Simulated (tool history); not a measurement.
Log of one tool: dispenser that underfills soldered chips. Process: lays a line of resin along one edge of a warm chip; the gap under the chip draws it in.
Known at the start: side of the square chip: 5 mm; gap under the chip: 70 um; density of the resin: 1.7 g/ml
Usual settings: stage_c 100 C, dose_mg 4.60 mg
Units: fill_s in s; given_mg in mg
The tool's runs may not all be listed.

run   hour  stage_c  dose_mg  fill_s  given_mg
  1    0.0      100     4.60    10.1      4.42
  2    5.7      100     4.60    12.9      4.36
  3   13.6      100     4.60     9.7      4.39
  4   19.4      100     4.60    12.2      4.38
  5   27.6      100     4.60     9.4      4.34
  6   32.7      100     4.60    10.6      4.36
  7   40.2      100     4.60     8.7      4.35
  8   46.5      100     4.60    11.0      4.33
  9   54.6      100     4.60     7.9      4.34
 10   60.2      100     4.60     9.7      4.32
 11   63.7      100     4.60    11.5      4.32
 12   69.2      100     4.60     8.5      4.32
 13   74.3      100     4.60     9.4      4.24
 14   82.2      100     4.60    12.3      4.27
 15   89.8      103     4.60     8.9      4.23
 16   97.9      108     4.60    10.0      4.59
 17  101.5      100     4.60     8.5      4.60
 18  106.8      100     4.60    10.0      4.57
 19  114.6       88     4.60    18.8      4.56
 20  121.0      109     4.49     7.2      4.45
 21  127.0      109     4.49     8.6      4.43
 22  133.0      109     5.60     6.4      5.50
 23  138.1      109     5.60     7.5      5.46
 24  142.8      112     4.01     9.3      3.95
 25  150.3       90     5.27    11.6      5.10
 26  154.0      100     5.41    10.6      5.25
 27  161.4       93     4.60    16.3      4.44
 28  168.2      100     4.37    10.2      4.24
 29  174.0      100     4.37    12.8      4.20
 30  181.9      107     4.04     7.8      3.88
 31  189.3      109     5.47     9.6      5.24
 32  196.5      109     4.02     7.2      3.86
 33  203.8      109     4.41     9.4      4.17
 34  211.6      108     4.82     7.5      4.52
 35  215.8       86     5.23    16.0      4.94
 36  220.5       86     5.23    18.4      4.90
 37  226.1      108     5.43     6.9      5.08

Taken out of this log: 16 entries between the listed runs. Where each belongs, and how the hidden state differs across it:
Between runs 2 and 3: new syringe of resin (hour 7.8)
  resin's viscosity, % of fresh resin's: 158.1 -> 123.7; dose that the valve gives, % of what is set: 95.9 -> 95.53; true chip temperature over the reading, C: -1.48 -> -1.52
  measured less the result without the state, fill_s: +5.0 -> +2.2 s; given_mg: -0.19 -> -0.20 mg
Between runs 4 and 5: new syringe of resin (hour 23.1)
  resin's viscosity, % of fresh resin's: 150.8 -> 114.2; dose that the valve gives, % of what is set: 95.26 -> 94.88; true chip temperature over the reading, C: -1.54 -> -1.58
  measured less the result without the state, fill_s: +4.5 -> +1.5 s; given_mg: -0.21 -> -0.24 mg
Between runs 6 and 7: new syringe of resin (hour 38.5)
  resin's viscosity, % of fresh resin's: 136.3 -> 106.9; dose that the valve gives, % of what is set: 94.64 -> 94.31; true chip temperature over the reading, C: -1.6 -> -1.64
  measured less the result without the state, fill_s: +3.3 -> +1.0 s; given_mg: -0.25 -> -0.26 mg
Between runs 8 and 9: new syringe of resin (hour 53.7)
  resin's viscosity, % of fresh resin's: 133.4 -> 101.1; dose that the valve gives, % of what is set: 94.02 -> 93.64; true chip temperature over the reading, C: -1.67 -> -1.71
  measured less the result without the state, fill_s: +3.1 -> +0.6 s; given_mg: -0.27 -> -0.29 mg
Between runs 11 and 12: new syringe of resin (hour 69.0)
  resin's viscosity, % of fresh resin's: 138.9 -> 99.4; dose that the valve gives, % of what is set: 93.2 -> 92.93; true chip temperature over the reading, C: -1.75 -> -1.77
  measured less the result without the state, fill_s: +3.7 -> +0.5 s; given_mg: -0.31 -> -0.32 mg
Between runs 14 and 15: new syringe of resin (hour 84.3)
  resin's viscosity, % of fresh resin's: 155.4 -> 119.4; dose that the valve gives, % of what is set: 92.28 -> 91.9; true chip temperature over the reading, C: -1.83 -> -1.87
  measured less the result without the state, fill_s: +5.0 -> +1.9 s; given_mg: -0.36 -> -0.37 mg
Between runs 15 and 16: dispensing valve cleaned and set on the balance (hour 96.3)
  resin's viscosity, % of fresh resin's: 119.4 -> 152.6; dose that the valve gives, % of what is set: 91.9 -> 99.98; true chip temperature over the reading, C: -1.87 -> -1.9
  measured less the result without the state, fill_s: +1.9 -> +3.7 s; given_mg: -0.37 -> +0.00 mg
Between runs 16 and 17: new syringe of resin (hour 100.7)
  resin's viscosity, % of fresh resin's: 152.6 -> 104.2; dose that the valve gives, % of what is set: 99.98 -> 99.81; true chip temperature over the reading, C: -1.9 -> -1.92
  measured less the result without the state, fill_s: +3.7 -> +0.7 s; given_mg: +0.00 -> -0.01 mg
Between runs 19 and 20: new syringe of resin (hour 116.1)
  resin's viscosity, % of fresh resin's: 164.1 -> 117.1; dose that the valve gives, % of what is set: 99.17 -> 98.88; true chip temperature over the reading, C: -1.98 -> -2.01
  measured less the result without the state, fill_s: +7.9 -> +1.4 s; given_mg: -0.04 -> -0.05 mg
Between runs 21 and 22: new syringe of resin (hour 131.3)
  resin's viscosity, % of fresh resin's: 144.5 -> 105; dose that the valve gives, % of what is set: 98.59 -> 98.33; true chip temperature over the reading, C: -2.04 -> -2.06
  measured less the result without the state, fill_s: +3.2 -> +0.7 s; given_mg: -0.06 -> -0.10 mg
Between runs 24 and 25: new syringe of resin (hour 146.9)
  resin's viscosity, % of fresh resin's: 147.6 -> 112.8; dose that the valve gives, % of what is set: 97.84 -> 97.47; true chip temperature over the reading, C: -2.11 -> -2.14
  measured less the result without the state, fill_s: +3.2 -> +2.1 s; given_mg: -0.09 -> -0.14 mg
Between runs 27 and 28: new syringe of resin (hour 162.4)
  resin's viscosity, % of fresh resin's: 165.9 -> 122.8; dose that the valve gives, % of what is set: 96.93 -> 96.6; true chip temperature over the reading, C: -2.19 -> -2.21
  measured less the result without the state, fill_s: +7.1 -> +2.4 s; given_mg: -0.14 -> -0.14 mg
Between runs 29 and 30: new syringe of resin (hour 177.8)
  resin's viscosity, % of fresh resin's: 150.1 -> 115.6; dose that the valve gives, % of what is set: 96.31 -> 95.97; true chip temperature over the reading, C: -2.24 -> -2.28
  measured less the result without the state, fill_s: +4.8 -> +1.5 s; given_mg: -0.16 -> -0.17 mg
Between runs 31 and 32: new syringe of resin (hour 193.4)
  resin's viscosity, % of fresh resin's: 149.7 -> 110; dose that the valve gives, % of what is set: 95.63 -> 95.29; true chip temperature over the reading, C: -2.32 -> -2.35
  measured less the result without the state, fill_s: +3.5 -> +1.2 s; given_mg: -0.24 -> -0.19 mg
Between runs 33 and 34: new syringe of resin (hour 208.8)
  resin's viscosity, % of fresh resin's: 141.8 -> 110.9; dose that the valve gives, % of what is set: 94.94 -> 94.58; true chip temperature over the reading, C: -2.38 -> -2.41
  measured less the result without the state, fill_s: +3.2 -> +1.2 s; given_mg: -0.22 -> -0.26 mg
Between runs 36 and 37: new syringe of resin (hour 224.1)
  resin's viscosity, % of fresh resin's: 150.9 -> 107.4; dose that the valve gives, % of what is set: 94.13 -> 93.88; true chip temperature over the reading, C: -2.45 -> -2.48
  measured less the result without the state, fill_s: +7.0 -> +0.9 s; given_mg: -0.31 -> -0.33 mg
